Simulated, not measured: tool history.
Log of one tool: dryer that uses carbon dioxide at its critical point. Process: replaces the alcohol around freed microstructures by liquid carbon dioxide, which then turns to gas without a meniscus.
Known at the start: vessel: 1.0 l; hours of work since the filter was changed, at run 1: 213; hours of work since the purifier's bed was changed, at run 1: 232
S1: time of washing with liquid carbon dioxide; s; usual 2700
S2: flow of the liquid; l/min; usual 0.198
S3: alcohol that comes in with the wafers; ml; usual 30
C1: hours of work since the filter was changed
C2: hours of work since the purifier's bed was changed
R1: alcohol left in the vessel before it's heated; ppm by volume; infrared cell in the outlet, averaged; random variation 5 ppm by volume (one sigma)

run    day    S1     S2  S3   C1   C2    R1
  1  0.000  2700  0.198  30  213  232    99
  2  0.488  2700  0.198  30  222  241    99
  3  0.958  2700  0.198  30  230  250   100
  4  1.446  2700  0.198  30  239  259   104
  5  1.742  2700  0.198  30  245  265   108
  6  2.054  2700  0.198  30  251  270   106
  7  2.592  2700  0.198  30  261  280   102
  8  3.129  2220  0.260  98  271  290   164
  9  3.625  2700  0.183  60  280  300   247
 10  3.938  2040  0.183  60  286  305   838
 11  4.258  2700  0.137  67  292  311  1036
     4.379  -- inlet filter changed
 12  4.738  2700  0.137  67    7  319   704
 13  5.029  2700  0.270  30   12  325    64
 14  5.583  2700  0.270  30   22  335    72

3 ways to go on from here, each from the tool as it stands after run 14. What would each give?
  A  5.942  2700  0.204  105  29  342   ?
  B  5.942  3840  0.270   93  29  342   ?
  C  5.942  3600  0.262   89  29  342   ?

run   R1
  A  163
  B   71
  C   63
Without the tool's hidden state the same runs would have given:
run  R1
  A  95
  B  11
  C   4

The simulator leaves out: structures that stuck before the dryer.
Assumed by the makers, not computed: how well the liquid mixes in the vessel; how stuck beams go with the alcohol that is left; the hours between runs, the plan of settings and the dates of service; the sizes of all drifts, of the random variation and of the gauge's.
